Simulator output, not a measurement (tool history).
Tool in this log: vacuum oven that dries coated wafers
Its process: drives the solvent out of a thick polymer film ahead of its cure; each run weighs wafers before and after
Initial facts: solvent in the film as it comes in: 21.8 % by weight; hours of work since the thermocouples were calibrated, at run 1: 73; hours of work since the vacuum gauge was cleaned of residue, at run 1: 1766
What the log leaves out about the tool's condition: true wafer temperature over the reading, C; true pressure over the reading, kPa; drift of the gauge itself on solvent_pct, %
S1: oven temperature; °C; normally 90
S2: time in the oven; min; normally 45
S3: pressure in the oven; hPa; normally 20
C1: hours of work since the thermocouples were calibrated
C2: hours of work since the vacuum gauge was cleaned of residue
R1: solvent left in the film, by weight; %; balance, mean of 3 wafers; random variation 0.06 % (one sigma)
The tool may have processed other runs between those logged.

Run 1, hour 0: usual settings; C1 73; C2 1766. Result: R1 3.57 %.
Run 2, hour 89.3: usual settings; C1 126; C2 1819. Result: R1 3.63 %.
Run 3, hour 189.5: usual settings; C1 186; C2 1878. Result: R1 3.62 %.
Run 4, hour 240: usual settings but S1 100 °C; C1 216; C2 1909. Result: R1 1.19 %.
Run 5, hour 314.9: usual settings; C1 261; C2 1953. Result: R1 3.64 %.
Run 6, hour 427.1: usual settings but S1 101 °C; C1 328; C2 2020. Result: R1 1.29 %.
Run 7, hour 518.8: usual settings but S1 101 °C; C1 382; C2 2075. Result: R1 1.23 %.
Run 8, hour 608: usual settings but S1 101 °C; C1 436; C2 2128. Result: R1 1.28 %.
Run 9, hour 725.6: usual settings but S1 96 °C, S2 51 min, S3 27.7 hPa; C1 506; C2 2198. Result: R1 2.09 %.
Run 10, hour 814.8: usual settings but S1 96 °C, S2 51 min, S3 78.1 hPa; C1 559; C2 2251. Result: R1 3.9 %.
Run 11, hour 914.3: usual settings but S1 84 °C, S2 51 min, S3 18.7 hPa; C1 618; C2 2311. Result: R1 5.46 %.

How would selected steps in R1 from run to run divide? Give the signed amount a tool lacking its hidden state would still show from settings, what came in and random variation, and the signed amount left for the hidden state, including any gauge scatter that is not in both of the compared results.
Run 4 -> 5: S1 100 -> 90. R1 +2.45 %: hidden state +0.14, all else +2.31.
Run 10 -> 11: S1 96 -> 84, S3 78.1 -> 18.7. R1 +1.56 %: hidden state +0.21, all else +1.35.
